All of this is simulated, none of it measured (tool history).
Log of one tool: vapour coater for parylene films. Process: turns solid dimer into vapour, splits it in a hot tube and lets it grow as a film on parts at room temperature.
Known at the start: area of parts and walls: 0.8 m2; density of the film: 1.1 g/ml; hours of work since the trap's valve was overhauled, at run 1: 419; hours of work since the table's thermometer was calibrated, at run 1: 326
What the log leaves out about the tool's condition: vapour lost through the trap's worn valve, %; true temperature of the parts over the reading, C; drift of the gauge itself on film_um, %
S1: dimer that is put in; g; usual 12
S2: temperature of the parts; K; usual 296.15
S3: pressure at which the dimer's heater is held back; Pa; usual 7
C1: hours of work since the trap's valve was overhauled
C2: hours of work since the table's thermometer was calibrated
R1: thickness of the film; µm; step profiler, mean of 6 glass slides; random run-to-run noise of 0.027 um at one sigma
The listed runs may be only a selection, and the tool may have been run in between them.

run 1 hour=0 | S1=12 S2=296.15 S3=7 | C1=419 C2=326 | R1=9.3
run 2 hour=47.8 | S1=12 S2=296.15 S3=7 | C1=445 C2=353 | R1=9.29
run 3 hour=81.5 | S1=12 S2=296.15 S3=7 | C1=464 C2=371 | R1=9.25
run 4 hour=123.2 | S1=12 S2=296.15 S3=3.22 | C1=487 C2=394 | R1=10.95
run 5 hour=172.8 | S1=12 S2=298.15 S3=7 | C1=514 C2=421 | R1=8.43
run 6 hour=209 | S1=12 S2=296.15 S3=7 | C1=534 C2=441 | R1=9.16
run 7 hour=242.3 | S1=12 S2=296.15 S3=7 | C1=552 C2=459 | R1=9.11
run 8 hour=301.4 | S1=12 S2=296.15 S3=7 | C1=585 C2=492 | R1=9.1
-- hour=317.8 trap's valve overhauled
run 9 hour=338.3 | S1=12 S2=296.15 S3=7 | C1=11 C2=510 | R1=9.81
run 10 hour=395 | S1=10 S2=296.15 S3=7 | C1=42 C2=541 | R1=8.18
run 11 hour=427.2 | S1=12 S2=296.15 S3=7 | C1=60 C2=559 | R1=9.82
run 12 hour=486.6 | S1=12 S2=296.15 S3=7 | C1=93 C2=592 | R1=9.76
run 13 hour=532.2 | S1=12 S2=296.15 S3=7 | C1=118 C2=617 | R1=9.72
run 14 hour=567.1 | S1=12 S2=296.15 S3=7 | C1=137 C2=636 | R1=9.73
run 15 hour=621.1 | S1=11 S2=292.15 S3=9.29 | C1=167 C2=666 | R1=9.91
run 16 hour=661.7 | S1=13 S2=291.15 S3=2.06 | C1=189 C2=688 | R1=13.97
run 17 hour=697.6 | S1=13 S2=296.15 S3=2.13 | C1=209 C2=708 | R1=13.57
run 18 hour=745.5 | S1=13 S2=296.15 S3=2.13 | C1=235 C2=734 | R1=13.52
run 19 hour=779 | S1=13 S2=296.15 S3=2.13 | C1=254 C2=752 | R1=13.48
run 20 hour=808.9 | S1=12 S2=305.15 S3=7 | C1=270 C2=769 | R1=6.52
run 21 hour=833.5 | S1=12 S2=305.15 S3=7 | C1=284 C2=782 | R1=6.48
run 22 hour=877.6 | S1=6 S2=296.15 S3=7 | C1=308 C2=807 | R1=4.78
run 23 hour=926.2 | S1=12 S2=292.15 S3=4.12 | C1=335 C2=833 | R1=12.69
run 24 hour=965.2 | S1=12 S2=292.15 S3=4.12 | C1=356 C2=855 | R1=12.67
run 25 hour=1013.6 | S1=12 S2=292.15 S3=4.12 | C1=383 C2=881 | R1=12.58

How the hidden state differs across the entries between the runs, from the last listed run before each to the first after it:
Runs 8 to 9: trap's valve overhauled (hour 317.8)
  vapour lost through the trap's worn valve, %: 8.1 -> 0.8
  measured minus no-state result, R1: -0.74 -> -0.02 µm

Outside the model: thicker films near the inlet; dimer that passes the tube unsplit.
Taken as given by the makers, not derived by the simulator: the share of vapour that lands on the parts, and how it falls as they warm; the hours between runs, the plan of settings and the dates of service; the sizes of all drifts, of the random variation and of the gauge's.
